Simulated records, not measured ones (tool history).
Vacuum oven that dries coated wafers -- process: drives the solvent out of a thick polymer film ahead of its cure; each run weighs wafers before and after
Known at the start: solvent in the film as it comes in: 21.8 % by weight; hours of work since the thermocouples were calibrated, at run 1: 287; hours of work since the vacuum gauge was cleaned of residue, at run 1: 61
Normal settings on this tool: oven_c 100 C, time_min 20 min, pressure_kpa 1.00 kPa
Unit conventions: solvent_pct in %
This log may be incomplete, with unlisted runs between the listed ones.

run,hour,oven_c,time_min,pressure_kpa,hours of work since the thermocouples were calibrated,hours of work since the vacuum gauge was cleaned of residue,solvent_pct
1,0.0,100,20,1.00,287,61,1.79
2,10.9,100,20,1.00,293,67,1.79
3,20.7,100,20,1.00,298,72,1.78
4,32.2,100,20,1.00,304,78,1.77
5,38.9,100,20,1.65,307,82,1.98
6,53.3,100,20,1.65,315,89,2.01
7,62.1,106,14,1.23,320,94,1.69
8,72.3,87,14,1.85,325,99,9.18

Run 9 is up next; what results do you expect?
9,82.2,105,32,1.85,330,104,?

{"run 9": {"solvent_pct": 0.61}}
Were there no unlogged condition in the tool, this run, its random variation unchanged, would have produced solvent_pct 0.61 %.
